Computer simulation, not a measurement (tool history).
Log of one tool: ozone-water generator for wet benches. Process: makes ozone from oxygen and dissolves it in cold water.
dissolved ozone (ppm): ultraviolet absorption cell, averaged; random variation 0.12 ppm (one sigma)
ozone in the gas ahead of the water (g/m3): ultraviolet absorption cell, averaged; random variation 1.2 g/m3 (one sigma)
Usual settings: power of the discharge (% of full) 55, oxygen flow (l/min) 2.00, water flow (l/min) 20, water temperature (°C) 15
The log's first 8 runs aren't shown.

run	hour	power of the discharge (% of full)	oxygen flow (l/min)	water flow (l/min)	water temperature (°C)	hours of work since the electrodes were changed	hours of work since the contactor was cleaned	hours of work since the thermometer was calibrated	dissolved ozone (ppm)	ozone in the gas ahead of the water (g/m3)
9	605.3	55	2.00	20	7	1794	917	2346	10.5	210.5
10	660.2	55	2.00	20	19	1841	963	2393	9.5	211.7
11	714.0	55	1.06	20	19	1887	1009	2439	8.0	298.8
12	791.5	55	2.00	20	7	1952	1075	2505	10.5	211.9
13	832.1	55	2.00	20	15	1987	1110	2539	9.9	211.9
14	900.5	55	2.00	20	15	2045	1168	2597	9.9	212.5
15	960.8	55	2.00	20	15	2096	1219	2649	9.7	212.1
# hour 973.6: contactor cleaned
16	1045.0	55	2.19	20	15	2165	61	2717	10.0	201.0
17	1119.0	98	2.00	20	10	2228	124	2780	16.4	348.3
18	1178.6	49	2.00	20	12	2278	174	2831	9.0	190.7
19	1255.3	84	2.80	18	9	2344	240	2896	17.7	253.0
20	1304.8	76	1.56	23	22	2386	282	2938	9.8	318.4
21	1370.1	55	2.00	20	9	2441	337	2993	9.8	211.9
# hour 1379.0: contactor cleaned, once more
22	1416.7	55	2.00	14	13	2477	32	3030	14.7	212.3
23	1457.8	55	2.00	14	13	2512	67	3065	14.8	210.7
24	1504.5	78	2.00	14	13	2552	107	3104	20.1	284.8
25	1566.9	53	3.38	19	13	2605	160	3157	11.3	151.0
26	1633.6	82	3.38	13	13	2662	217	3214	23.9	223.3
27	1723.2	82	1.85	22	11	2738	293	3290	12.4	305.4
28	1796.1	82	1.85	22	11	2800	355	3352	12.3	304.4
29	1871.8	50	2.37	16	15	2865	419	3417	11.8	174.5
30	1916.2	53	1.05	30	15	2902	457	3455	4.7	282.8
31	1975.6	78	2.95	30	15	2953	508	3505	9.2	227.8
32	2017.3	44	2.81	20	7	2988	543	3541	9.2	143.5

5 ways to go on from here, each from the tool as it stands after run 32. What would each give?
A	2094.1	44	3.06	24	7	3054	608	3606	?	?
B	2094.1	44	2.17	13	13	3054	608	3606	?	?
C	2094.1	44	2.81	20	13	3054	608	3606	?	?
D	2094.1	97	2.00	19	14	3054	608	3606	?	?
E	2094.1	82	2.00	20	12	3054	608	3606	?	?

run	dissolved ozone (ppm)	ozone in the gas ahead of the water (g/m3)
A	7.6	138.8
B	13.4	164.3
C	8.9	145.6
D	16.8	335.8
E	13.9	293.5
Without the tool's hidden state the same runs would have given:
run	dissolved ozone (ppm)	ozone in the gas ahead of the water (g/m3)
A	8.0	145.0
B	14.2	171.6
C	9.4	152.1
D	18.7	369.5
E	15.3	319.3

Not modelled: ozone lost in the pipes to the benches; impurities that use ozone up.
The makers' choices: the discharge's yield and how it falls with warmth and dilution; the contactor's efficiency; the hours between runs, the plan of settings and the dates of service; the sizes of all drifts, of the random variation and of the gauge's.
